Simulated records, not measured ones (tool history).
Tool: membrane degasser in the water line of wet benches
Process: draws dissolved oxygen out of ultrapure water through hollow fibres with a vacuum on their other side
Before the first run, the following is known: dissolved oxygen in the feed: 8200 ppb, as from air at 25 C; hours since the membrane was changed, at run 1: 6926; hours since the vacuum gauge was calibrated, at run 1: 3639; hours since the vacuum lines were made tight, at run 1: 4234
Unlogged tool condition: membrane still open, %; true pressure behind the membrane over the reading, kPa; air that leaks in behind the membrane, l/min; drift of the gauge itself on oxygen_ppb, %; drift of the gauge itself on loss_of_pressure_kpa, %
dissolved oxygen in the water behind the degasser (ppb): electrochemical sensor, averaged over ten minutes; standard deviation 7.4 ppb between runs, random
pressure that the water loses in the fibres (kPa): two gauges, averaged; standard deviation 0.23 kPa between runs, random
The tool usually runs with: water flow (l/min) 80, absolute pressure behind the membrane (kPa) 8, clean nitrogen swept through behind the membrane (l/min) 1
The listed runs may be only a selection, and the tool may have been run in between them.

| run | day | water flow (l/min) | absolute pressure behind the membrane (kPa) | clean nitrogen swept through behind the membrane (l/min) | hours since the membrane was changed | hours since the vacuum gauge was calibrated | hours since the vacuum lines were made tight | dissolved oxygen in the water behind the degasser (ppb) | pressure that the water loses in the fibres (kPa) |
|---|---|---|---|---|---|---|---|---|---|
| 1 | 0 | 80 | 8 | 1 | 6926 | 3639 | 4234 | 775.1 | 58.38 |
| 2 | 6.483 | 80 | 8 | 1 | 7082 | 3795 | 4390 | 781.7 | 58.43 |
| 3 | 15.538 | 80 | 8 | 2.09 | 7299 | 4012 | 4607 | 530.3 | 58.13 |
| 4 | 29.542 | 60 | 8 | 2.09 | 7635 | 4348 | 4943 | 372.3 | 43.89 |
| 5 | 36.262 | 60 | 8 | 2.09 | 7796 | 4509 | 5105 | 375.5 | 43.38 |
| 6 | 50.317 | 80 | 8 | 1.53 | 8134 | 4847 | 5442 | 639.2 | 58.4 |
| 7 | 56.9 | 80 | 8 | 1.53 | 8292 | 5005 | 5600 | 634 | 58.97 |
| 8 | 66.621 | 80 | 8 | 2.34 | 8525 | 5238 | 5833 | 511.8 | 58.67 |
| 9 | 79.025 | 80 | 8 | 2.34 | 8823 | 5536 | 6131 | 521.9 | 58.74 |
| 10 | 92.421 | 80 | 14.83 | 1 | 9144 | 5857 | 6453 | 1519.1 | 58.73 |
| 11 | 105.229 | 80 | 8 | 1 | 9451 | 6165 | 6760 | 800.7 | 58.45 |
| 12 | 116.338 | 80 | 12.99 | 1.76 | 9718 | 6431 | 7027 | 974 | 58.97 |
| 13 | 127.196 | 101 | 13.53 | 0.87 | 9979 | 6692 | 7287 | 1783.5 | 74.69 |
| 14 | 136.188 | 101 | 13.53 | 0.87 | 10194 | 6908 | 7503 | 1777.6 | 74.69 |
|  | 144.408 | vacuum gauge calibrated |
| 15 | 147.758 | 101 | 13.53 | 0.87 | 10472 | 80 | 7780 | 1738.5 | 74.71 |
| 16 | 157.758 | 77 | 13.53 | 0.54 | 10712 | 320 | 8020 | 1807.5 | 56.65 |
| 17 | 170.175 | 59 | 8 | 2.69 | 11010 | 618 | 8318 | 303.8 | 43.7 |
| 18 | 183.917 | 71 | 8.64 | 0.42 | 11339 | 948 | 8648 | 1143.4 | 52.65 |

Hidden state at the last listed run before each entry between runs and at the first one after, where it differs:
In the gap between runs 14 and 15: vacuum gauge calibrated (day 144.408)
  membrane still open, %: 96.4 -> 96.3; true pressure behind the membrane over the reading, kPa: 0.43 -> -0.01; air that leaks in behind the membrane, l/min: 0.0174 -> 0.018
  measured minus no-state result, dissolved oxygen in the water behind the degasser (ppb): +69.8 -> +17; pressure that the water loses in the fibres (kPa): +2.65 -> +2.72
